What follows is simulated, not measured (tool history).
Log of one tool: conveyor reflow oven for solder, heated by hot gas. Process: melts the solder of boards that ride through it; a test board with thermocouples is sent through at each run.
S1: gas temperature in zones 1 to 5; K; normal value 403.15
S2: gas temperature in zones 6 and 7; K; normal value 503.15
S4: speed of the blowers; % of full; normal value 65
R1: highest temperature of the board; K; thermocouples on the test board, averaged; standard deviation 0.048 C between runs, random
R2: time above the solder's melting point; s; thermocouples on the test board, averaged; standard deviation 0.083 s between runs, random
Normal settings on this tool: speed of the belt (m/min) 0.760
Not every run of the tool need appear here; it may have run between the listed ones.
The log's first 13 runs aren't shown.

{"day": 6.575, "done": "flux residue cleaned out of gas plates and filters"}
{"run": 14, "day": 6.942, "S1": 403.15, "S2": 503.15, "speed of the belt (m/min)": 0.865, "S4": 65, "R1": 484.23, "R2": 35.61}
{"run": 15, "day": 7.296, "S1": 403.15, "S2": 503.15, "speed of the belt (m/min)": 0.865, "S4": 65, "R1": 484.13, "R2": 35.64}
{"run": 16, "day": 7.921, "S1": 403.15, "S2": 503.15, "speed of the belt (m/min)": 0.865, "S4": 65, "R1": 484.04, "R2": 35.64}
{"run": 17, "day": 8.588, "S1": 403.15, "S2": 510.15, "speed of the belt (m/min)": 0.865, "S4": 66, "R1": 490.17, "R2": 39.46}
{"run": 18, "day": 8.962, "S1": 403.15, "S2": 503.15, "speed of the belt (m/min)": 0.707, "S4": 65, "R1": 490.55, "R2": 49.83}
{"run": 19, "day": 9.242, "S1": 399.15, "S2": 496.15, "speed of the belt (m/min)": 0.707, "S4": 88, "R1": 487.91, "R2": 48.86}
{"run": 20, "day": 9.879, "S1": 403.15, "S2": 503.15, "speed of the belt (m/min)": 0.647, "S4": 65, "R1": 492.86, "R2": 56.68}
{"run": 21, "day": 10.246, "S1": 412.15, "S2": 498.15, "speed of the belt (m/min)": 0.74, "S4": 74, "R1": 487.94, "R2": 48.86}
{"run": 22, "day": 10.838, "S1": 413.15, "S2": 500.15, "speed of the belt (m/min)": 0.817, "S4": 72, "R1": 486.87, "R2": 42.87}
{"run": 23, "day": 11.146, "S1": 413.15, "S2": 500.15, "speed of the belt (m/min)": 0.817, "S4": 72, "R1": 486.73, "R2": 42.95}
{"run": 24, "day": 11.558, "S1": 413.15, "S2": 500.15, "speed of the belt (m/min)": 0.817, "S4": 72, "R1": 486.62, "R2": 43.0}
{"run": 25, "day": 12.208, "S1": 414.15, "S2": 517.15, "speed of the belt (m/min)": 0.654, "S4": 59, "R1": 505.21, "R2": 66.04}
{"run": 26, "day": 12.675, "S1": 395.15, "S2": 508.15, "speed of the belt (m/min)": 0.755, "S4": 57, "R1": 488.76, "R2": 42.6}
{"run": 27, "day": 13.038, "S1": 395.15, "S2": 508.15, "speed of the belt (m/min)": 0.755, "S4": 57, "R1": 488.7, "R2": 42.58}
{"run": 28, "day": 13.317, "S1": 403.15, "S2": 503.15, "speed of the belt (m/min)": 0.76, "S4": 82, "R1": 491.86, "R2": 47.48}
{"run": 29, "day": 13.671, "S1": 403.15, "S2": 503.15, "speed of the belt (m/min)": 0.76, "S4": 82, "R1": 491.85, "R2": 47.47}
{"run": 30, "day": 13.988, "S1": 415.15, "S2": 506.15, "speed of the belt (m/min)": 0.757, "S4": 51, "R1": 488.52, "R2": 47.73}
{"run": 31, "day": 14.4, "S1": 414.15, "S2": 506.15, "speed of the belt (m/min)": 0.757, "S4": 51, "R1": 488.49, "R2": 47.1}
{"run": 32, "day": 14.762, "S1": 389.15, "S2": 511.15, "speed of the belt (m/min)": 0.894, "S4": 53, "R1": 480.67, "R2": 28.37}

3 options for the next run, each taken on its own from the tool as it stands now. Forecast them:
{"run": "A", "day": 15.421, "S1": 418.15, "S2": 503.15, "speed of the belt (m/min)": 0.754, "S4": 69, "R1": "?", "R2": "?"}
{"run": "B", "day": 15.421, "S1": 406.15, "S2": 511.15, "speed of the belt (m/min)": 0.894, "S4": 79, "R1": "?", "R2": "?"}
{"run": "C", "day": 15.421, "S1": 402.15, "S2": 495.15, "speed of the belt (m/min)": 0.894, "S4": 88, "R1": "?", "R2": "?"}

run=A R1=491.34 R2=51.45
run=B R1=493.38 R2=40.91
run=C R1=480.89 R2=33.05
Take away the tool's hidden state, keep each run's random variation, and the runs would have read:
run=A R1=490.92 R2=50.66
run=B R1=493.31 R2=40.45
run=C R1=480.78 R2=32.79
